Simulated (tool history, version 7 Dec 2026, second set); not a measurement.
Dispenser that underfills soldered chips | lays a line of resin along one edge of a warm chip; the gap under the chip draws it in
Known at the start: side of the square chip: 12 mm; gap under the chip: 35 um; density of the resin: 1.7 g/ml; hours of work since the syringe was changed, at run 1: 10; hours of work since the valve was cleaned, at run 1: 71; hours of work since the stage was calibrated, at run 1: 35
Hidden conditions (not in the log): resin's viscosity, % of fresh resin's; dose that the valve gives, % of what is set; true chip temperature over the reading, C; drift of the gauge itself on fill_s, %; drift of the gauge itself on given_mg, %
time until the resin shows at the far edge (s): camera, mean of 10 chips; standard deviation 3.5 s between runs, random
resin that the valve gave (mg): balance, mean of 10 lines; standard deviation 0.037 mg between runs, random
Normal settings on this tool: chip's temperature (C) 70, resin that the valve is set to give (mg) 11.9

run,hour,chip's temperature (C),resin that the valve is set to give (mg),hours of work since the syringe was changed,hours of work since the valve was cleaned,hours of work since the stage was calibrated,time until the resin shows at the far edge (s),resin that the valve gave (mg)
1,0,70,11.9,10,71,35,509,11.24
# hour 1.1: new syringe of resin
2,8.7,70,11.9,5,77,40,422.7,11.18
# hour 18.1: new syringe of resin
3,18.1,70,11.9,0,83,46,355.1,11.15
# hour 23.7: dispensing valve cleaned and set on the balance
4,26.7,70,11.9,5,2,51,412.7,11.91
# hour 36.2: new syringe of resin
5,36.8,70,11.9,0,8,57,355.6,11.76
6,43.3,73,11.9,5,12,61,367.3,11.81
7,48.1,73,14.7,8,16,64,402.2,14.54
# hour 52.9: new syringe of resin
8,58,57,11.9,3,22,70,594.1,11.64
9,64.7,57,11.9,8,26,75,677,11.63

Run 10 has not been measured yet. What should we expect?
# hour 69.9: new syringe of resin
10,73.6,79,15.1,2,32,80,?,?

time until the resin shows at the far edge (s): 268.1
resin that the valve gave (mg): 14.71
The same run, on a tool lacking any hidden state, would have yielded time until the resin shows at the far edge (s) 251.8, resin that the valve gave (mg) 15.1.
